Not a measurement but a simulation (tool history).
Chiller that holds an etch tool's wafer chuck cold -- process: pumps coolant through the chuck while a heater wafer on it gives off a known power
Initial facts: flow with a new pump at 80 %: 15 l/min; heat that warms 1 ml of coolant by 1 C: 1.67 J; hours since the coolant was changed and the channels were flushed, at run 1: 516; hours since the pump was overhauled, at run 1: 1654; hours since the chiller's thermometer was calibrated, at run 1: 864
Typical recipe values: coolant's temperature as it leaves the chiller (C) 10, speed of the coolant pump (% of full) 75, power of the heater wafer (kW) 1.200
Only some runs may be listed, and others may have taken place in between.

| run | hour | coolant's temperature as it leaves the chiller (C) | speed of the coolant pump (% of full) | power of the heater wafer (kW) | hours since the coolant was changed and the channels were flushed | hours since the pump was overhauled | hours since the chiller's thermometer was calibrated | chuck's temperature once it has settled (C) | how much warmer the coolant comes back (C) |
|---|---|---|---|---|---|---|---|---|---|
| 1 | 0.0 | 10 | 75 | 1.200 | 516 | 1654 | 864 | 21.7 | 3.28 |
| 2 | 47.4 | 10 | 75 | 1.200 | 563 | 1701 | 911 | 21.9 | 3.20 |
| 3 | 133.3 | 10 | 75 | 1.200 | 649 | 1787 | 997 | 21.8 | 3.23 |
| 4 | 202.8 | 10 | 75 | 1.419 | 719 | 1856 | 1067 | 24.1 | 3.85 |
| 5 | 281.3 | 10 | 75 | 1.419 | 797 | 1935 | 1145 | 24.1 | 3.88 |
| 6 | 378.2 | 10 | 75 | 1.200 | 894 | 2032 | 1242 | 21.9 | 3.28 |
| 7 | 467.9 | 10 | 75 | 1.200 | 984 | 2121 | 1332 | 22.1 | 3.26 |
| 8 | 560.1 | 10 | 75 | 0.635 | 1076 | 2214 | 1424 | 16.4 | 1.70 |
| 9 | 634.8 | 4 | 75 | 1.200 | 1150 | 2288 | 1499 | 16.4 | 3.32 |
| 10 | 710.7 | 4 | 75 | 1.200 | 1226 | 2364 | 1574 | 16.2 | 3.37 |
| 11 | 794.9 | 4 | 75 | 1.200 | 1311 | 2448 | 1659 | 16.6 | 3.34 |
| 12 | 849.8 | 4 | 75 | 1.051 | 1366 | 2503 | 1714 | 15.0 | 2.90 |
| 13 | 923.1 | 16 | 75 | 1.051 | 1439 | 2577 | 1787 | 27.1 | 2.92 |
| 14 | 989.4 | 11 | 75 | 1.200 | 1505 | 2643 | 1853 | 23.7 | 3.36 |
| 15 | 1046.7 | 11 | 75 | 1.200 | 1562 | 2700 | 1910 | 23.8 | 3.35 |
| 16 | 1137.6 | 11 | 75 | 1.200 | 1653 | 2791 | 2001 | 23.8 | 3.33 |
| 17 | 1204.1 | 9 | 75 | 0.796 | 1720 | 2858 | 2068 | 17.8 | 2.24 |
| 18 | 1257.2 | 18 | 75 | 1.319 | 1773 | 2911 | 2121 | 32.2 | 3.66 |
| 19 | 1301.8 | 18 | 75 | 1.319 | 1818 | 2955 | 2166 | 32.4 | 3.69 |
|  | 1309.9 | chiller's thermometer calibrated |
| 20 | 1381.3 | 10 | 80 | 1.200 | 1896 | 3034 | 71 | 22.5 | 3.12 |
| 21 | 1436.8 | 1 | 75 | 1.489 | 1952 | 3089 | 127 | 17.8 | 4.18 |
| 22 | 1517.7 | 10 | 62 | 0.925 | 2032 | 3170 | 208 | 22.4 | 3.14 |
| 23 | 1565.7 | 11 | 84 | 1.679 | 2080 | 3218 | 256 | 27.9 | 4.25 |
|  | 1590.4 | chiller's thermometer calibrated, once more |
| 24 | 1654.1 | 11 | 75 | 0.819 | 2168 | 3306 | 64 | 19.9 | 2.32 |
| 25 | 1736.5 | 11 | 88 | 0.819 | 2250 | 3388 | 146 | 18.9 | 1.93 |
| 26 | 1794.9 | 11 | 88 | 0.819 | 2309 | 3446 | 204 | 18.7 | 1.93 |
| 27 | 1882.5 | 12 | 61 | 1.200 | 2396 | 3534 | 292 | 28.0 | 4.25 |
| 28 | 1989.1 | 16 | 88 | 1.200 | 2503 | 3641 | 399 | 27.5 | 2.99 |
| 29 | 2072.1 | 17 | 98 | 1.200 | 2586 | 3724 | 482 | 27.6 | 2.59 |
| 30 | 2148.2 | 17 | 98 | 1.200 | 2662 | 3800 | 558 | 27.8 | 2.65 |
| 31 | 2224.2 | 17 | 98 | 1.200 | 2738 | 3876 | 634 | 28.1 | 2.61 |

Same runs, no hidden state in the tool, same run-to-run variation:
Unlogged tool condition in this case: heat passed by the chuck's channels, % of clean ones'; flow at a given pump speed, % of a new pump's; coolant's true temperature over the reading, C; drift of the gauge itself on chuck_c, C; drift of the gauge itself on warmer_back_c, C.
| run | chuck's temperature once it has settled (C) | how much warmer the coolant comes back (C) |
|---|---|---|
| 1 | 20.8 | 3.11 |
| 2 | 21.0 | 3.04 |
| 3 | 20.8 | 3.06 |
| 4 | 22.9 | 3.63 |
| 5 | 22.7 | 3.66 |
| 6 | 20.7 | 3.08 |
| 7 | 20.8 | 3.06 |
| 8 | 15.6 | 1.59 |
| 9 | 14.9 | 3.10 |
| 10 | 14.6 | 3.14 |
| 11 | 14.9 | 3.11 |
| 12 | 13.4 | 2.70 |
| 13 | 25.5 | 2.70 |
| 14 | 21.7 | 3.11 |
| 15 | 21.8 | 3.09 |
| 16 | 21.7 | 3.06 |
| 17 | 16.3 | 2.06 |
| 18 | 29.8 | 3.36 |
| 19 | 29.9 | 3.38 |
| 20 | 20.1 | 2.85 |
| 21 | 14.7 | 3.82 |
| 22 | 19.9 | 2.86 |
| 23 | 24.5 | 3.87 |
| 24 | 18.3 | 2.10 |
| 25 | 17.4 | 1.75 |
| 26 | 17.2 | 1.74 |
| 27 | 24.8 | 3.83 |
| 28 | 25.1 | 2.69 |
| 29 | 25.2 | 2.32 |
| 30 | 25.4 | 2.37 |
| 31 | 25.6 | 2.33 |
